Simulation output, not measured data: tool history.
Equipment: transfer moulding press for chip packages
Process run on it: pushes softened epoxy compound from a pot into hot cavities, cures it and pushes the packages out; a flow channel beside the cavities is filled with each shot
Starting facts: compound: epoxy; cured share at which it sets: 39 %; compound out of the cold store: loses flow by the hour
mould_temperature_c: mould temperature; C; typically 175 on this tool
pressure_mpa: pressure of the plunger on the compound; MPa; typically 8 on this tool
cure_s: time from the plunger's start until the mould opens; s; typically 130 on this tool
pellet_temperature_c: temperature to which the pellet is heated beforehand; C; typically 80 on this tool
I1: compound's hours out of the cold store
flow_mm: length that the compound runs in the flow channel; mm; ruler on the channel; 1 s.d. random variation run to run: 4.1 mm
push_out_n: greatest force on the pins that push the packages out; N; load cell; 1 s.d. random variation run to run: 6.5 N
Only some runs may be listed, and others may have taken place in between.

run 1 day=0 | mould_temperature_c=175 pressure_mpa=8 cure_s=130 pellet_temperature_c=80 | I1=21.5 | flow_mm=918 push_out_n=384
-- day=0.279 mould's thermocouples calibrated
run 2 day=0.55 | mould_temperature_c=175 pressure_mpa=8 cure_s=130 pellet_temperature_c=80 | I1=31 | flow_mm=867 push_out_n=394
run 3 day=1.008 | mould_temperature_c=175 pressure_mpa=8 cure_s=130 pellet_temperature_c=80 | I1=8.8 | flow_mm=969 push_out_n=422
-- day=1.362 cavities cleaned with cleaning compound and waxed
run 4 day=1.454 | mould_temperature_c=175 pressure_mpa=8 cure_s=130 pellet_temperature_c=80 | I1=31.8 | flow_mm=854 push_out_n=273
run 5 day=1.971 | mould_temperature_c=175 pressure_mpa=8 cure_s=130 pellet_temperature_c=80 | I1=42.8 | flow_mm=821 push_out_n=304
run 6 day=2.442 | mould_temperature_c=175 pressure_mpa=8 cure_s=122 pellet_temperature_c=80 | I1=17 | flow_mm=926 push_out_n=369
run 7 day=2.742 | mould_temperature_c=175 pressure_mpa=8 cure_s=122 pellet_temperature_c=80 | I1=29.1 | flow_mm=880 push_out_n=378
run 8 day=3.117 | mould_temperature_c=175 pressure_mpa=8 cure_s=122 pellet_temperature_c=80 | I1=21.1 | flow_mm=902 push_out_n=394
run 9 day=3.558 | mould_temperature_c=175 pressure_mpa=8 cure_s=120 pellet_temperature_c=80 | I1=11.7 | flow_mm=959 push_out_n=424
run 10 day=4.108 | mould_temperature_c=175 pressure_mpa=8 cure_s=130 pellet_temperature_c=85 | I1=26.1 | flow_mm=879 push_out_n=386
run 11 day=4.412 | mould_temperature_c=175 pressure_mpa=8 cure_s=133 pellet_temperature_c=80 | I1=45.5 | flow_mm=802 push_out_n=386
run 12 day=4.862 | mould_temperature_c=175 pressure_mpa=8 cure_s=130 pellet_temperature_c=80 | I1=47.2 | flow_mm=787 push_out_n=389
run 13 day=5.192 | mould_temperature_c=175 pressure_mpa=8 cure_s=130 pellet_temperature_c=79 | I1=23.7 | flow_mm=897 push_out_n=406
-- day=5.604 cavities cleaned with cleaning compound and waxed
run 14 day=5.779 | mould_temperature_c=175 pressure_mpa=8 cure_s=130 pellet_temperature_c=79 | I1=30.4 | flow_mm=859 push_out_n=266
run 15 day=6.3 | mould_temperature_c=175 pressure_mpa=8 cure_s=130 pellet_temperature_c=80 | I1=34.5 | flow_mm=840 push_out_n=316
run 16 day=6.579 | mould_temperature_c=175 pressure_mpa=8 cure_s=115 pellet_temperature_c=73 | I1=47.1 | flow_mm=788 push_out_n=388
run 17 day=7.071 | mould_temperature_c=175 pressure_mpa=8 cure_s=115 pellet_temperature_c=73 | I1=31.3 | flow_mm=841 push_out_n=407
run 18 day=7.438 | mould_temperature_c=180 pressure_mpa=6.75 cure_s=130 pellet_temperature_c=74 | I1=34.5 | flow_mm=751 push_out_n=340
run 19 day=7.917 | mould_temperature_c=175 pressure_mpa=8.52 cure_s=130 pellet_temperature_c=85 | I1=11.7 | flow_mm=976 push_out_n=404
run 20 day=8.175 | mould_temperature_c=181 pressure_mpa=7.81 cure_s=130 pellet_temperature_c=80 | I1=25.6 | flow_mm=848 push_out_n=347
run 21 day=8.733 | mould_temperature_c=176 pressure_mpa=7.36 cure_s=130 pellet_temperature_c=82 | I1=8.8 | flow_mm=916 push_out_n=397
run 22 day=9.208 | mould_temperature_c=175 pressure_mpa=6.82 cure_s=130 pellet_temperature_c=70 | I1=23.3 | flow_mm=813 push_out_n=400
run 23 day=9.579 | mould_temperature_c=175 pressure_mpa=6.82 cure_s=130 pellet_temperature_c=70 | I1=33.3 | flow_mm=774 push_out_n=393
-- day=9.829 cavities cleaned with cleaning compound and waxed
run 24 day=10.071 | mould_temperature_c=175 pressure_mpa=6.82 cure_s=130 pellet_temperature_c=70 | I1=27.4 | flow_mm=800 push_out_n=279
run 25 day=10.304 | mould_temperature_c=182 pressure_mpa=6.04 cure_s=169 pellet_temperature_c=84 | I1=40 | flow_mm=689 push_out_n=271
run 26 day=10.683 | mould_temperature_c=174 pressure_mpa=9.56 cure_s=157 pellet_temperature_c=74 | I1=43.9 | flow_mm=872 push_out_n=300
run 27 day=10.975 | mould_temperature_c=174 pressure_mpa=9.56 cure_s=157 pellet_temperature_c=74 | I1=37.8 | flow_mm=899 push_out_n=308
run 28 day=11.533 | mould_temperature_c=180 pressure_mpa=9.56 cure_s=157 pellet_temperature_c=74 | I1=23.5 | flow_mm=949 push_out_n=321
run 29 day=11.758 | mould_temperature_c=171 pressure_mpa=8.27 cure_s=120 pellet_temperature_c=87 | I1=31.4 | flow_mm=869 push_out_n=487

Below are 3 alternative next runs, each starting from the tool's condition after run 29. Predict each:
-- day=12.304 plunger's sealing rings changed
run A day=12.304 | mould_temperature_c=175 pressure_mpa=6.12 cure_s=114 pellet_temperature_c=80 | I1=12.8 | flow_mm=? push_out_n=?
-- day=12.304 plunger's sealing rings changed
run B day=12.304 | mould_temperature_c=175 pressure_mpa=6.41 cure_s=130 pellet_temperature_c=77 | I1=40.5 | flow_mm=? push_out_n=?
-- day=12.304 plunger's sealing rings changed
run C day=12.304 | mould_temperature_c=168 pressure_mpa=8 cure_s=130 pellet_temperature_c=80 | I1=22.5 | flow_mm=? push_out_n=?

run=A flow_mm=861 push_out_n=458
run=B flow_mm=757 push_out_n=378
run=C flow_mm=958 push_out_n=565
With no hidden state in the tool, these same runs would have given:
run=A flow_mm=864 push_out_n=308
run=B flow_mm=760 push_out_n=255
run=C flow_mm=962 push_out_n=382

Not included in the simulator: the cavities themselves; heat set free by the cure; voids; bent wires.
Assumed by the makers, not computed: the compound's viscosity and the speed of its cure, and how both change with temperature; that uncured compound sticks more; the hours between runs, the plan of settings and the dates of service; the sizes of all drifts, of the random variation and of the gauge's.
